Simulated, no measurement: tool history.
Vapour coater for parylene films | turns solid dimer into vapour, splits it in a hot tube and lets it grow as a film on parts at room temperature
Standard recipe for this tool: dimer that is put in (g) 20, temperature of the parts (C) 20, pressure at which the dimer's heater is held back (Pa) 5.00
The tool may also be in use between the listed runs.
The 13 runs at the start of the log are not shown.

run	hour	dimer that is put in (g)	temperature of the parts (C)	pressure at which the dimer's heater is held back (Pa)	hours of work since the trap's valve was overhauled	hours of work since the table's thermometer was calibrated	thickness of the film (um)
14	239.2	17	20	5.15	51	138	7.20
15	259.0	17	20	5.15	60	147	7.32
16	276.3	17	20	5.15	68	154	7.24
17	299.2	17	20	5.15	78	164	7.30
18	309.6	17	20	5.15	83	169	7.27
19	325.4	17	20	5.15	90	176	7.22
20	337.8	17	20	5.15	95	181	7.24
21	361.8	13	20	5.15	106	192	5.46
22	382.7	13	20	5.15	115	201	5.60
23	400.8	13	20	5.15	123	209	5.52
24	418.4	13	20	5.15	131	217	5.57
25	441.4	15	25	3.08	141	227	5.90
26	452.8	24	20	7.49	146	232	9.81
27	470.9	8	20	10.42	154	240	3.08
28	491.8	20	20	8.16	163	250	7.98

The next listed run, before its measurement:
29	511.7	9	13	5.00	172	258	?

thickness of the film (um): 4.87
Minus the tool's unlogged condition, the same run would have read thickness of the film (um) 4.88.

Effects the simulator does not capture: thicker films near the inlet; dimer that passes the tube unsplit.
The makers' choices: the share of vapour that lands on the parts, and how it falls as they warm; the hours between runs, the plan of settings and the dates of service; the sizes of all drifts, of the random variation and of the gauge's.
